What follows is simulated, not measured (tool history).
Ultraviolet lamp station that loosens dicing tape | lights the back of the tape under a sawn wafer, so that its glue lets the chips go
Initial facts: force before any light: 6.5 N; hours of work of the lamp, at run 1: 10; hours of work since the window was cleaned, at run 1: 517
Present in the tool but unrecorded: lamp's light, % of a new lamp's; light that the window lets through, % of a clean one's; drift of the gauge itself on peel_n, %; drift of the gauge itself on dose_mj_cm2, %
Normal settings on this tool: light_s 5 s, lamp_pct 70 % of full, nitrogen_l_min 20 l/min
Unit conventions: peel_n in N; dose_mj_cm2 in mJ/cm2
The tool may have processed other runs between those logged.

run,hour,light_s,lamp_pct,nitrogen_l_min,hours of work of the lamp,hours of work since the window was cleaned,peel_n,dose_mj_cm2
1,0,5,70,20,10,517,0.751,265
2,67.4,5,70,20,56,563,0.712,267
3,135,9,70,20,102,610,0.211,483
# hour 153.1: window cleaned of glue's vapour
4,186.4,5,70,20,137,23,0.747,275
5,221.2,5,100,20,161,47,0.346,382
6,265.8,5,70,20,191,77,0.732,268
7,316.8,5,70,20,226,112,0.739,272
8,371.4,4,74,20,264,149,1.005,228
9,437.6,5,70,36,309,195,0.486,270
10,499.6,3,73,30,351,237,1.217,170
11,556.8,5,84,30,391,276,0.354,322
12,619.8,3,72,25,434,319,1.429,164
13,683.9,4,66,20,478,363,1.201,203
14,745.1,8,69,23,519,405,0.25,424

Each row is a separate what-if for the run after 14, all from the same tool condition, not one after another. Results?
A,782.9,6,70,20,545,431,?,?
B,782.9,6,69,9,545,431,?,?
C,782.9,8,69,8,545,431,?,?
D,782.9,3,83,8,545,431,?,?

run,peel_n,dose_mj_cm2
A,0.506,323
B,0.97,315
C,0.606,418
D,2.14,191
What these runs would have given with no unlogged condition in the tool:
run,peel_n,dose_mj_cm2
A,0.503,324
B,0.964,316
C,0.603,419
D,2.133,192
